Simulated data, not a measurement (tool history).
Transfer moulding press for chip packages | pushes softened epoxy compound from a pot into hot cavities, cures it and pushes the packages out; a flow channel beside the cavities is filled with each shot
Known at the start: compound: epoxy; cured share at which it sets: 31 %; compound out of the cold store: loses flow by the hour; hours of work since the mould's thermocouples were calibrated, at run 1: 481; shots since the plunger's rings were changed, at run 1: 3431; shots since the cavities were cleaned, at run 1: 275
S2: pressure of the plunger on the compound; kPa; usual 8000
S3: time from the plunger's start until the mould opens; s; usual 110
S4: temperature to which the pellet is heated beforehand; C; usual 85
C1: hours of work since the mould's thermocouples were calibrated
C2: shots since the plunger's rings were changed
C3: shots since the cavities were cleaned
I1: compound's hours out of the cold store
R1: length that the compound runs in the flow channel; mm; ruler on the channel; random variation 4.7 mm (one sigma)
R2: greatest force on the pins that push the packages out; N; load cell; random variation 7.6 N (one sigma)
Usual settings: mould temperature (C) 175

Run 1, hour 0: usual settings; C1 481; C2 3431; C3 275; I1 45.5. Result: R1 618 mm, R2 435 N.
Run 2, hour 26.9: usual settings; C1 495; C2 3673; C3 517; I1 8.1. Result: R1 739 mm, R2 552 N.
At hour 55.8: mould's thermocouples calibrated.
Run 3, hour 60.4: usual settings but S3 93 s; C1 2; C2 3956; C3 800; I1 39.5. Result: R1 628 mm, R2 827 N.
At hour 68.9: cavities cleaned with cleaning compound and waxed.
Run 4, hour 79.6: usual settings but S2 7220 kPa, S3 93 s; C1 11; C2 4115; C3 97; I1 13.9. Result: R1 692 mm, R2 646 N.
Run 5, hour 94.6: usual settings but S2 6150 kPa; C1 19; C2 4249; C3 231; I1 39.9. Result: R1 554 mm, R2 453 N.
Run 6, hour 123.3: usual settings but S2 6150 kPa; C1 34; C2 4507; C3 489; I1 13.1. Result: R1 622 mm, R2 551 N.
Run 7, hour 142.3: usual settings but S2 6150 kPa; C1 43; C2 4678; C3 660; I1 21.9. Result: R1 591 mm, R2 571 N.
Run 8, hour 156.2: usual settings but S3 103 s; C1 51; C2 4803; C3 785; I1 32.1. Result: R1 647 mm, R2 691 N.
At hour 164.2: cavities cleaned with cleaning compound and waxed.
Run 9, hour 178.5: usual settings but mould temperature (C) 172; C1 61; C2 4990; C3 128; I1 36.1. Result: R1 643 mm, R2 498 N.
Run 10, hour 211.8: usual settings but mould temperature (C) 172, S4 89 C; C1 78; C2 5290; C3 428; I1 11.8. Result: R1 707 mm, R2 707 N.
Run 11, hour 243.7: usual settings but mould temperature (C) 172, S4 89 C; C1 95; C2 5576; C3 714; I1 10.3. Result: R1 712 mm, R2 755 N.
At hour 260: cavities cleaned with cleaning compound and waxed.
Run 12, hour 273.5: usual settings but mould temperature (C) 172, S4 89 C; C1 109; C2 5831; C3 121; I1 34.9. Result: R1 623 mm, R2 468 N.
Run 13, hour 287.9: usual settings but mould temperature (C) 172, S4 89 C; C1 116; C2 5960; C3 250; I1 30.1. Result: R1 648 mm, R2 554 N.
Run 14, hour 309.3: usual settings but S3 95 s; C1 127; C2 6153; C3 443; I1 28.6. Result: R1 635 mm, R2 706 N.
Run 15, hour 336.7: usual settings but mould temperature (C) 168; C1 141; C2 6399; C3 689; I1 18.7. Result: R1 680 mm, R2 1024 N.
At hour 357: cavities cleaned with cleaning compound and waxed.
Run 16, hour 371.1: usual settings but mould temperature (C) 168; C1 158; C2 6695; C3 126; I1 32.7. Result: R1 626 mm, R2 675 N.
Run 17, hour 387.3: usual settings but mould temperature (C) 180, S2 6250 kPa, S4 94 C; C1 167; C2 6840; C3 271; I1 34. Result: R1 526 mm, R2 369 N.
At hour 395.8: plunger's sealing rings changed.
Run 18, hour 418.5: usual settings but mould temperature (C) 180, S2 8830 kPa, S4 94 C; C1 181; C2 205; C3 530; I1 11.9. Result: R1 802 mm, R2 416 N.
Run 19, hour 442.2: usual settings but mould temperature (C) 180, S2 8830 kPa, S4 94 C; C1 193; C2 418; C3 743; I1 29.6. Result: R1 727 mm, R2 424 N.
At hour 455.7: cavities cleaned with cleaning compound and waxed.
Run 20, hour 463.6: usual settings but S3 126 s, S4 95 C; C1 204; C2 596; C3 71; I1 33.3. Result: R1 699 mm, R2 297 N.
Run 21, hour 477.5: usual settings but S2 7720 kPa; C1 211; C2 721; C3 196; I1 47.1. Result: R1 639 mm, R2 435 N.
Run 22, hour 499.5: usual settings but S2 7720 kPa; C1 222; C2 919; C3 394; I1 27. Result: R1 692 mm, R2 510 N.
Run 23, hour 521: usual settings but mould temperature (C) 177, S2 6360 kPa; C1 233; C2 1113; C3 588; I1 16.5. Result: R1 668 mm, R2 512 N.
At hour 551.4: cavities cleaned with cleaning compound and waxed.
Run 24, hour 554.8: usual settings but mould temperature (C) 177, S2 6360 kPa; C1 249; C2 1403; C3 30; I1 21.8. Result: R1 639 mm, R2 290 N.
Run 25, hour 571.8: usual settings but mould temperature (C) 177, S2 6360 kPa; C1 258; C2 1555; C3 182; I1 47.7. Result: R1 565 mm, R2 366 N.
Run 26, hour 589.3: usual settings but mould temperature (C) 178, S2 9100 kPa, S3 138 s; C1 267; C2 1713; C3 340; I1 30.1. Result: R1 728 mm, R2 336 N.
Run 27, hour 619.3: usual settings but mould temperature (C) 178, S2 9100 kPa, S3 138 s; C1 282; C2 1983; C3 610; I1 27.1. Result: R1 739 mm, R2 386 N.
At hour 647.4: cavities cleaned with cleaning compound and waxed.
Run 28, hour 653.4: usual settings but mould temperature (C) 178, S2 9100 kPa, S3 138 s; C1 299; C2 2276; C3 54; I1 42.2. Result: R1 680 mm, R2 244 N.
Run 29, hour 685.6: usual settings but S2 6430 kPa, S4 82 C; C1 316; C2 2565; C3 343; I1 34.2. Result: R1 599 mm, R2 490 N.

Forecast each of these 3 alternatives for the next run:
Run A, hour 703.3: usual settings but S2 9290 kPa, S3 131 s, S4 84 C; C1 325; C2 2724; C3 502; I1 28.6. Result: R1 ?, R2 ?.
Run B, hour 703.3: usual settings but mould temperature (C) 179, S3 126 s; C1 325; C2 2724; C3 502; I1 23.5. Result: R1 ?, R2 ?.
Run C, hour 703.3: usual settings but mould temperature (C) 169, S2 6430 kPa, S4 83 C; C1 325; C2 2724; C3 502; I1 11.6. Result: R1 ?, R2 ?.

run   R1   R2
  A  737  406
  B  689  377
  C  686  886
Without the tool's hidden state the same runs would have given:
run   R1   R2
  A  781  235
  B  731  214
  C  727  524

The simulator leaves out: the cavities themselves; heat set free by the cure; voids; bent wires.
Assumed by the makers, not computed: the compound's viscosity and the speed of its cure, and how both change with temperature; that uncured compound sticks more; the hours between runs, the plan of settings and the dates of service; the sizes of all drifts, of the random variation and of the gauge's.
